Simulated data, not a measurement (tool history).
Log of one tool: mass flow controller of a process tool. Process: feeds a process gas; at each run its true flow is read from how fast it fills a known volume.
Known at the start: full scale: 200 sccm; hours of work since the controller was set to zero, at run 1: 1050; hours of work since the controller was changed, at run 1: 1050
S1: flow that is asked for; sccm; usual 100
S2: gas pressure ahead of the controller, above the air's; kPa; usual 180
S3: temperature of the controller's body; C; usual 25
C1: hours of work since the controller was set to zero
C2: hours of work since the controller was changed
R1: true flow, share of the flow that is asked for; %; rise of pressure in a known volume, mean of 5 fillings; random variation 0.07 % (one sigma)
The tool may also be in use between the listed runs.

{"run": 1, "day": 0.0, "S1": 100, "S2": 180, "S3": 25, "C1": 1050, "C2": 1050, "R1": 99}
{"run": 2, "day": 3.271, "S1": 100, "S2": 180, "S3": 25, "C1": 1093, "C2": 1093, "R1": 99.17}
{"run": 3, "day": 7.812, "S1": 100, "S2": 180, "S3": 25, "C1": 1153, "C2": 1153, "R1": 99.12}
{"run": 4, "day": 11.946, "S1": 100, "S2": 180, "S3": 25, "C1": 1208, "C2": 1208, "R1": 99.07}
{"run": 5, "day": 16.796, "S1": 100, "S2": 180, "S3": 39, "C1": 1273, "C2": 1273, "R1": 98.59}
{"run": 6, "day": 19.425, "S1": 100, "S2": 180, "S3": 39, "C1": 1308, "C2": 1308, "R1": 98.75}
{"run": 7, "day": 22.604, "S1": 100, "S2": 180, "S3": 39, "C1": 1350, "C2": 1350, "R1": 98.6}
{"run": 8, "day": 27.233, "S1": 100, "S2": 180, "S3": 39, "C1": 1412, "C2": 1412, "R1": 98.73}
{"run": 9, "day": 31.575, "S1": 100, "S2": 180, "S3": 34, "C1": 1469, "C2": 1469, "R1": 98.86}
{"run": 10, "day": 36.425, "S1": 100, "S2": 180, "S3": 34, "C1": 1534, "C2": 1534, "R1": 98.91}
{"run": 11, "day": 38.629, "S1": 100, "S2": 180, "S3": 34, "C1": 1563, "C2": 1563, "R1": 98.99}
{"run": 12, "day": 43.488, "S1": 100, "S2": 180, "S3": 34, "C1": 1628, "C2": 1628, "R1": 98.93}
{"run": 13, "day": 46.925, "S1": 100, "S2": 180, "S3": 34, "C1": 1673, "C2": 1673, "R1": 98.84}
{"run": 14, "day": 49.892, "S1": 100, "S2": 180, "S3": 25, "C1": 1713, "C2": 1713, "R1": 99.25}
{"run": 15, "day": 55.0, "S1": 100, "S2": 180, "S3": 25, "C1": 1781, "C2": 1781, "R1": 99.42}
{"run": 16, "day": 57.304, "S1": 100, "S2": 180, "S3": 25, "C1": 1811, "C2": 1811, "R1": 99.24}
{"run": 17, "day": 59.712, "S1": 100, "S2": 180, "S3": 25, "C1": 1843, "C2": 1843, "R1": 99.21}
{"run": 18, "day": 63.808, "S1": 100, "S2": 180, "S3": 30, "C1": 1898, "C2": 1898, "R1": 99.14}
{"run": 19, "day": 67.45, "S1": 100, "S2": 180, "S3": 21, "C1": 1946, "C2": 1946, "R1": 99.35}
{"run": 20, "day": 72.221, "S1": 100, "S2": 180, "S3": 33, "C1": 2010, "C2": 2010, "R1": 98.92}
{"run": 21, "day": 74.388, "S1": 100, "S2": 180, "S3": 39, "C1": 2038, "C2": 2038, "R1": 98.74}
{"run": 22, "day": 77.171, "S1": 100, "S2": 180, "S3": 39, "C1": 2075, "C2": 2075, "R1": 98.84}
{"run": 23, "day": 81.442, "S1": 100, "S2": 180, "S3": 25, "C1": 2132, "C2": 2132, "R1": 99.34}
{"run": 24, "day": 86.062, "S1": 100, "S2": 180, "S3": 25, "C1": 2194, "C2": 2194, "R1": 99.4}
{"run": 25, "day": 90.879, "S1": 100, "S2": 180, "S3": 34, "C1": 2258, "C2": 2258, "R1": 99.07}
{"run": 26, "day": 94.812, "S1": 41, "S2": 180, "S3": 31, "C1": 2310, "C2": 2310, "R1": 99.84}
{"run": 27, "day": 97.062, "S1": 41, "S2": 180, "S3": 31, "C1": 2340, "C2": 2340, "R1": 99.98}
{"run": 28, "day": 99.988, "S1": 33, "S2": 180, "S3": 24, "C1": 2379, "C2": 2379, "R1": 100.88}
{"run": 29, "day": 104.629, "S1": 33, "S2": 180, "S3": 24, "C1": 2440, "C2": 2440, "R1": 100.94}

The next listed run, before its measurement:
{"run": 30, "day": 108.362, "S1": 56, "S2": 175, "S3": 30, "C1": 2490, "C2": 2490, "R1": "?"}

{"run 30": {"R1": 99.72}}
Without the tool's hidden state the same run would have given R1 98.31 %.
